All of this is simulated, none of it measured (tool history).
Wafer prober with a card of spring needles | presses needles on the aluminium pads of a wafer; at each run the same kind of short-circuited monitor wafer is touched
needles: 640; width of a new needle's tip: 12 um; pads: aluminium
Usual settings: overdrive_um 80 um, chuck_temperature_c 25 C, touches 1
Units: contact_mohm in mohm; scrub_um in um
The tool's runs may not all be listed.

run 1 day=0.000 | overdrive_um=80 chuck_temperature_c=25 touches=1 | contact_mohm=178 scrub_um=18.57
run 2 day=0.371 | overdrive_um=80 chuck_temperature_c=25 touches=1 | contact_mohm=173 scrub_um=18.62
run 3 day=1.175 | overdrive_um=80 chuck_temperature_c=82 touches=1 | contact_mohm=195 scrub_um=18.31
run 4 day=1.542 | overdrive_um=80 chuck_temperature_c=25 touches=2 | contact_mohm=179 scrub_um=18.27
run 5 day=2.008 | overdrive_um=80 chuck_temperature_c=25 touches=1 | contact_mohm=183 scrub_um=18.39
run 6 day=2.617 | overdrive_um=80 chuck_temperature_c=25 touches=1 | contact_mohm=174 scrub_um=16.83
run 7 day=3.138 | overdrive_um=80 chuck_temperature_c=25 touches=1 | contact_mohm=179 scrub_um=16.91
run 8 day=3.658 | overdrive_um=80 chuck_temperature_c=52 touches=1 | contact_mohm=182 scrub_um=16.99
run 9 day=4.317 | overdrive_um=80 chuck_temperature_c=38 touches=1 | contact_mohm=177 scrub_um=16.69
run 10 day=4.892 | overdrive_um=80 chuck_temperature_c=25 touches=1 | contact_mohm=183 scrub_um=16.73
run 11 day=5.533 | overdrive_um=80 chuck_temperature_c=25 touches=1 | contact_mohm=182 scrub_um=16.69
run 12 day=6.021 | overdrive_um=80 chuck_temperature_c=25 touches=1 | contact_mohm=175 scrub_um=16.11
run 13 day=6.738 | overdrive_um=62 chuck_temperature_c=25 touches=1 | contact_mohm=181 scrub_um=11.97
run 14 day=7.217 | overdrive_um=62 chuck_temperature_c=25 touches=1 | contact_mohm=184 scrub_um=15.11
run 15 day=7.800 | overdrive_um=86 chuck_temperature_c=59 touches=1 | contact_mohm=188 scrub_um=21.51
run 16 day=8.296 | overdrive_um=86 chuck_temperature_c=59 touches=1 | contact_mohm=184 scrub_um=20.86
run 17 day=9.188 | overdrive_um=86 chuck_temperature_c=59 touches=1 | contact_mohm=186 scrub_um=20.81
run 18 day=10.033 | overdrive_um=86 chuck_temperature_c=59 touches=1 | contact_mohm=183 scrub_um=20.60
run 19 day=10.854 | overdrive_um=86 chuck_temperature_c=59 touches=1 | contact_mohm=179 scrub_um=20.72
run 20 day=11.450 | overdrive_um=71 chuck_temperature_c=32 touches=2 | contact_mohm=180 scrub_um=16.59
run 21 day=11.854 | overdrive_um=80 chuck_temperature_c=69 touches=1 | contact_mohm=190 scrub_um=19.02
run 22 day=12.371 | overdrive_um=80 chuck_temperature_c=42 touches=1 | contact_mohm=175 scrub_um=19.18
run 23 day=12.746 | overdrive_um=69 chuck_temperature_c=54 touches=1 | contact_mohm=184 scrub_um=15.86
run 24 day=13.275 | overdrive_um=80 chuck_temperature_c=25 touches=3 | contact_mohm=172 scrub_um=18.76
run 25 day=14.154 | overdrive_um=68 chuck_temperature_c=72 touches=2 | contact_mohm=191 scrub_um=15.91
run 26 day=14.967 | overdrive_um=62 chuck_temperature_c=48 touches=2 | contact_mohm=181 scrub_um=13.83

Taken out of this log: 89 entries between the listed runs. Where each belongs, and how the hidden state differs across it:
Between runs 1 and 2: tips cleaned on abrasive film (day 0.042); tips cleaned on abrasive film (day 0.196); tips cleaned on abrasive film (day 0.350)
  debris on the tips, nm: 25.5 -> 6.4; way that the needles fall short of the set height, um: 5.2 -> 5.55; tips' diameter, um: 13.82 -> 13.94
  measured less the result without the state, contact_mohm: +11 -> +4 mohm; scrub_um: -1.28 -> -1.36 um
Between runs 2 and 3: tips cleaned on abrasive film (day 0.525); tips cleaned on abrasive film (day 0.683); tips cleaned on abrasive film (day 0.875); tips cleaned on abrasive film (day 1.029)
  debris on the tips, nm: 6.4 -> 29.5; way that the needles fall short of the set height, um: 5.55 -> 6.1; tips' diameter, um: 13.94 -> 14.13
  measured less the result without the state, contact_mohm: +4 -> +13 mohm; scrub_um: -1.36 -> -1.52 um
Between runs 3 and 4: tips cleaned on abrasive film (day 1.217); tips cleaned on abrasive film (day 1.408)
  debris on the tips, nm: 29.5 -> 28; way that the needles fall short of the set height, um: 6.1 -> 6.3; tips' diameter, um: 14.13 -> 14.21
  measured less the result without the state, contact_mohm: +13 -> +9 mohm; scrub_um: -1.52 -> -1.55 um
Between runs 4 and 5: tips cleaned on abrasive film (day 1.583); tips cleaned on abrasive film (day 1.738); tips cleaned on abrasive film (day 1.892)
  debris on the tips, nm: 28 -> 23.8; way that the needles fall short of the set height, um: 6.3 -> 6.67; tips' diameter, um: 14.21 -> 14.33
  measured less the result without the state, contact_mohm: +9 -> +12 mohm; scrub_um: -1.55 -> -1.68 um
Between runs 5 and 6: tips cleaned on abrasive film (day 2.050); tips cleaned on abrasive film (day 2.204); tips cleaned on abrasive film (day 2.396); height of the first contact set anew (day 2.408); tips cleaned on abrasive film (day 2.562)
  debris on the tips, nm: 23.8 -> 13.4; way that the needles fall short of the set height, um: 6.67 -> 11.46; tips' diameter, um: 14.33 -> 14.49
  measured less the result without the state, contact_mohm: +12 -> +9 mohm; scrub_um: -1.68 -> -2.81 um
Between runs 6 and 7: tips cleaned on abrasive film (day 2.733); tips cleaned on abrasive film (day 2.925); tips cleaned on abrasive film (day 3.079)
  debris on the tips, nm: 13.4 -> 12.7; way that the needles fall short of the set height, um: 11.46 -> 11.78; tips' diameter, um: 14.49 -> 14.6
  measured less the result without the state, contact_mohm: +9 -> +9 mohm; scrub_um: -2.81 -> -2.91 um
Between runs 7 and 8: tips cleaned on abrasive film (day 3.254); tips cleaned on abrasive film (day 3.446); tips cleaned on abrasive film (day 3.638)
  debris on the tips, nm: 12.7 -> 8; way that the needles fall short of the set height, um: 11.78 -> 12.17; tips' diameter, um: 14.6 -> 14.73
  measured less the result without the state, contact_mohm: +9 -> +7 mohm; scrub_um: -2.91 -> -3.05 um
Between runs 8 and 9: tips cleaned on abrasive film (day 3.812); tips cleaned on abrasive film (day 4.004); tips cleaned on abrasive film (day 4.158); tips cleaned on abrasive film (day 4.312)
  debris on the tips, nm: 8 -> 3.1; way that the needles fall short of the set height, um: 12.17 -> 12.67; tips' diameter, um: 14.73 -> 14.91
  measured less the result without the state, contact_mohm: +7 -> +4 mohm; scrub_um: -3.05 -> -3.13 um
Between runs 9 and 10: tips cleaned on abrasive film (day 4.471); tips cleaned on abrasive film (day 4.625); tips cleaned on abrasive film (day 4.817)
  debris on the tips, nm: 3.1 -> 17.8; way that the needles fall short of the set height, um: 12.67 -> 13; tips' diameter, um: 14.91 -> 15.03
  measured less the result without the state, contact_mohm: +4 -> +13 mohm; scrub_um: -3.13 -> -3.23 um
Between runs 10 and 11: tips cleaned on abrasive film (day 5.008); tips cleaned on abrasive film (day 5.162); tips cleaned on abrasive film (day 5.317); tips cleaned on abrasive film (day 5.471)
  debris on the tips, nm: 17.8 -> 15.1; way that the needles fall short of the set height, um: 13 -> 13.46; tips' diameter, um: 15.03 -> 15.19
  measured less the result without the state, contact_mohm: +13 -> +12 mohm; scrub_um: -3.23 -> -3.36 um
Between runs 11 and 12: tips cleaned on abrasive film (day 5.650); tips cleaned on abrasive film (day 5.804); tips cleaned on abrasive film (day 5.996)
  debris on the tips, nm: 15.1 -> 7.6; way that the needles fall short of the set height, um: 13.46 -> 13.82; tips' diameter, um: 15.19 -> 15.31
  measured less the result without the state, contact_mohm: +12 -> +8 mohm; scrub_um: -3.36 -> -3.38 um
Between runs 12 and 13: tips cleaned on abrasive film (day 6.175); tips cleaned on abrasive film (day 6.367); tips cleaned on abrasive film (day 6.558); tips cleaned on abrasive film (day 6.738)
  debris on the tips, nm: 7.6 -> 3.9; way that the needles fall short of the set height, um: 13.82 -> 14.27; tips' diameter, um: 15.31 -> 15.47
  measured less the result without the state, contact_mohm: +8 -> +9 mohm; scrub_um: -3.38 -> -3.55 um
Between runs 13 and 14: height of the first contact set anew, once more (day 6.938); tips cleaned on abrasive film (day 6.942); tips cleaned on abrasive film (day 7.133)
  debris on the tips, nm: 3.9 -> 18; way that the needles fall short of the set height, um: 14.27 -> 0.22; tips' diameter, um: 15.47 -> 15.55
  measured less the result without the state, contact_mohm: +9 -> +14 mohm; scrub_um: -3.55 -> -0.05 um
Between runs 14 and 15: tips cleaned on abrasive film (day 7.296); tips cleaned on abrasive film (day 7.488); tips cleaned on abrasive film (day 7.679)
  debris on the tips, nm: 18 -> 24.2; way that the needles fall short of the set height, um: 0.22 -> 0.5; tips' diameter, um: 15.55 -> 15.64
  measured less the result without the state, contact_mohm: +14 -> +10 mohm; scrub_um: -0.05 -> -0.13 um
Between runs 15 and 16: tips cleaned on abrasive film (day 7.842); tips cleaned on abrasive film (day 7.996); tips cleaned on abrasive film (day 8.188)
  debris on the tips, nm: 24.2 -> 24; way that the needles fall short of the set height, um: 0.5 -> 0.81; tips' diameter, um: 15.64 -> 15.75
  measured less the result without the state, contact_mohm: +10 -> +11 mohm; scrub_um: -0.13 -> -0.20 um
Between runs 16 and 17: tips cleaned on abrasive film (day 8.375); tips cleaned on abrasive film (day 8.529); tips cleaned on abrasive film (day 8.721); tips cleaned on abrasive film (day 8.875); tips cleaned on abrasive film (day 9.067)
  debris on the tips, nm: 24 -> 26.4; way that the needles fall short of the set height, um: 0.81 -> 1.32; tips' diameter, um: 15.75 -> 15.93
  measured less the result without the state, contact_mohm: +11 -> +11 mohm; scrub_um: -0.20 -> -0.32 um
Between runs 17 and 18: tips cleaned on abrasive film (day 9.229); tips cleaned on abrasive film (day 9.383); tips cleaned on abrasive film (day 9.575); tips cleaned on abrasive film (day 9.767); tips cleaned on abrasive film (day 9.958)
  debris on the tips, nm: 26.4 -> 18.6; way that the needles fall short of the set height, um: 1.32 -> 1.84; tips' diameter, um: 15.93 -> 16.11
  measured less the result without the state, contact_mohm: +11 -> +9 mohm; scrub_um: -0.32 -> -0.45 um
Between runs 18 and 19: tips cleaned on abrasive film (day 10.150); tips cleaned on abrasive film (day 10.304); tips cleaned on abrasive film (day 10.458); tips cleaned on abrasive film (day 10.650); tips cleaned on abrasive film (day 10.842)
  debris on the tips, nm: 18.6 -> 6; way that the needles fall short of the set height, um: 1.84 -> 2.42; tips' diameter, um: 16.11 -> 16.32
  measured less the result without the state, contact_mohm: +9 -> +4 mohm; scrub_um: -0.45 -> -0.60 um
Between runs 19 and 20: tips cleaned on abrasive film (day 11.008); tips cleaned on abrasive film (day 11.162); tips cleaned on abrasive film (day 11.350)
  debris on the tips, nm: 6 -> 21; way that the needles fall short of the set height, um: 2.42 -> 2.78; tips' diameter, um: 16.32 -> 16.44
  measured less the result without the state, contact_mohm: +4 -> +10 mohm; scrub_um: -0.60 -> -0.68 um
Between runs 20 and 21: tips cleaned on abrasive film (day 11.529); tips cleaned on abrasive film (day 11.721)
  debris on the tips, nm: 21 -> 27; way that the needles fall short of the set height, um: 2.78 -> 3; tips' diameter, um: 16.44 -> 16.52
  measured less the result without the state, contact_mohm: +10 -> +14 mohm; scrub_um: -0.68 -> -0.75 um
Between runs 21 and 22: tips cleaned on abrasive film (day 11.896); tips cleaned on abrasive film (day 12.050); tips cleaned on abrasive film (day 12.204); tips cleaned on abrasive film (day 12.371)
  debris on the tips, nm: 27 -> 2.9; way that the needles fall short of the set height, um: 3 -> 3.52; tips' diameter, um: 16.52 -> 16.7
  measured less the result without the state, contact_mohm: +14 -> +4 mohm; scrub_um: -0.75 -> -0.88 um
Between runs 22 and 23: tips cleaned on abrasive film (day 12.562); tips cleaned on abrasive film (day 12.717)
  debris on the tips, nm: 2.9 -> 7.4; way that the needles fall short of the set height, um: 3.52 -> 3.7; tips' diameter, um: 16.7 -> 16.76
  measured less the result without the state, contact_mohm: +4 -> +8 mohm; scrub_um: -0.88 -> -0.92 um
Between runs 23 and 24: tips cleaned on abrasive film (day 12.900); tips cleaned on abrasive film (day 13.054); tips cleaned on abrasive film (day 13.246)
  debris on the tips, nm: 7.4 -> 10.6; way that the needles fall short of the set height, um: 3.7 -> 4.07; tips' diameter, um: 16.76 -> 16.89
  measured less the result without the state, contact_mohm: +8 -> +5 mohm; scrub_um: -0.92 -> -1.00 um
Between runs 24 and 25: tips cleaned on abrasive film (day 13.429); tips cleaned on abrasive film (day 13.583); tips cleaned on abrasive film (day 13.738); tips cleaned on abrasive film (day 13.929); tips cleaned on abrasive film (day 14.083)
  debris on the tips, nm: 10.6 -> 16.5; way that the needles fall short of the set height, um: 4.07 -> 4.62; tips' diameter, um: 16.89 -> 17.09
  measured less the result without the state, contact_mohm: +5 -> +11 mohm; scrub_um: -1.00 -> -1.17 um
Between runs 25 and 26: tips cleaned on abrasive film (day 14.271); tips cleaned on abrasive film (day 14.462); tips cleaned on abrasive film (day 14.617); tips cleaned on abrasive film (day 14.808); tips cleaned on abrasive film (day 14.967)
  debris on the tips, nm: 16.5 -> 3.2; way that the needles fall short of the set height, um: 4.62 -> 5.27; tips' diameter, um: 17.09 -> 17.31
  measured less the result without the state, contact_mohm: +11 -> +7 mohm; scrub_um: -1.17 -> -1.29 um
